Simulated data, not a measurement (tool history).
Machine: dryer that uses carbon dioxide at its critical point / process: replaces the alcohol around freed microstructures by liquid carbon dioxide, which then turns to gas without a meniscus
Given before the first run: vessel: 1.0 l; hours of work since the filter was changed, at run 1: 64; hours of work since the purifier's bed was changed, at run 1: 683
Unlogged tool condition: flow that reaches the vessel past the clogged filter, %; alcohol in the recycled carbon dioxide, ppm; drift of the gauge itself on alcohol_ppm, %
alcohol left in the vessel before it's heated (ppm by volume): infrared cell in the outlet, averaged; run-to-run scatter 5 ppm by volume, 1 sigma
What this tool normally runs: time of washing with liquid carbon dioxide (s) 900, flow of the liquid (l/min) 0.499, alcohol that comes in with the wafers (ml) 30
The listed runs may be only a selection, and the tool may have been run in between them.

run    hour  time of washing with liquid carbon dioxide (s)  flow of the liquid (l/min)  alcohol that comes in with the wafers (ml)  hours of work since the filter was changed  hours of work since the purifier's bed was changed  alcohol left in the vessel before it's heated (ppm by volume)
  1       0                                             900                       0.499                                          30                                          64                                                 683                                                             70
  2    38.2                                             900                       0.311                                          30                                          89                                                 708                                                            467
  3    72.7                                             900                       0.311                                          30                                         112                                                 731                                                            496
  4   110.7                                             900                       0.499                                          30                                         137                                                 756                                                             79
      118.2  -- purifier's bed changed
  5   146.5                                             900                       0.499                                          25                                         158                                                  19                                                             33
  6   196.2                                             900                       0.499                                          25                                         191                                                  51                                                             45
  7     234                                             900                       0.499                                          25                                         216                                                  76                                                             55
  8   276.3                                             900                       0.499                                          25                                         243                                                 104                                                             65
  9   300.4                                             900                       0.499                                          25                                         259                                                 119                                                             55
 10   342.6                                             900                       0.499                                          25                                         287                                                 147                                                             58
 11   382.6                                             900                       0.499                                          30                                         313                                                 173                                                             85
      408.8  -- inlet filter changed
 12     438                                            1080                       0.499                                          30                                          19                                                 209                                                             22
 13   462.2                                            1080                       0.499                                          30                                          35                                                 225                                                             26
 14     515                                            1080                       0.499                                          30                                          70                                                 260                                                             22
 15   546.2                                            1080                       0.499                                          30                                          90                                                 280                                                             27
 16   599.2                                            1080                       0.499                                          30                                         125                                                 315                                                             36
 17   648.6                                             900                       0.499                                          30                                         157                                                 347                                                             55
 18   684.7                                             900                       0.499                                          30                                         181                                                 371                                                             61
 19   720.2                                             900                       0.499                                          30                                         204                                                 394                                                             62
 20     764                                             900                       0.499                                          30                                         233                                                 423                                                             80
 21   817.6                                             900                       0.499                                          30                                         268                                                 458                                                             88
 22   870.2                                             900                       0.486                                          30                                         303                                                 493                                                            107
 23   907.6                                             900                       0.486                                          30                                         327                                                 517                                                            112
      913.6  -- inlet filter changed
 24   945.1                                             900                       0.593                                          30                                          21                                                 541                                                             31
 25   970.7                                             780                       0.519                                          30                                          37                                                 558                                                             76
 26     998                                             780                       0.519                                          30                                          55                                                 576                                                             75
 27  1027.8                                             840                       0.519                                          71                                          75                                                 595                                                            109
 28  1053.7                                             840                       0.436                                          22                                          92                                                 612                                                            111
 29  1093.5                                             720                       0.405                                          44                                         118                                                 638                                                            553
 30  1141.3                                             720                       0.405                                          44                                         149                                                 670                                                            595
 31  1190.5                                             720                       0.405                                          44                                         182                                                 702                                                            632
 32  1225.7                                             900                       0.499                                          49                                         205                                                 725                                                            102
     1277.9  -- purifier's bed changed
 33  1277.9                                             660                       0.669                                          23                                         237                                                   0                                                             41
 34  1323.4                                             660                       0.669                                          23                                         267                                                  30                                                             48
 35  1348.2                                             660                       0.708                                          92                                         283                                                  46                                                            118
 36  1392.3                                             720                       0.708                                          92                                         312                                                  75                                                             81
       1422  -- inlet filter changed
 37  1423.4                                             900                       0.698                                          30                                           1                                                  95                                                             14
 38  1474.9                                             900                       0.499                                          72                                          35                                                 129                                                             62
 39    1523                                             780                       0.359                                          53                                          66                                                 160                                                            677
 40  1569.6                                             720                       0.535                                          29                                          97                                                 191                                                             86
 41  1618.3                                             600                       0.337                                          30                                         129                                                 223                                                           1462
 42  1660.2                                            1080                       0.499                                          59                                         156                                                 250                                                             33
 43  1685.1                                             900                       0.499                                         120                                         173                                                 266                                                            160
 44  1731.9                                             900                       0.499                                         120                                         203                                                 297                                                            177
 45  1772.5                                             900                       0.499                                         120                                         230                                                 324                                                            193
 46  1819.4                                            1020                       0.341                                          60                                         261                                                 354                                                            503

What if the next run were any one of these 4? Each begins from the tool's condition after run 46:
  A  1869.3                                             720                        0.42                                          30                                         293                                                 387                                                              ?
  B  1869.3                                            1080                       0.444                                         108                                         293                                                 387                                                              ?
  C  1869.3                                            1020                        0.44                                          44                                         293                                                 387                                                              ?
  D  1869.3                                             600                       0.341                                          65                                         293                                                 387                                                              ?

run  alcohol left in the vessel before it's heated (ppm by volume)
  A                                                            469
  B                                                            156
  C                                                            114
  D                                                           3918
The same runs, with their run-to-run variation unchanged, on a tool lacking any hidden condition would have given:
run  alcohol left in the vessel before it's heated (ppm by volume)
  A                                                            214
  B                                                             45
  C                                                             34
  D                                                           2375
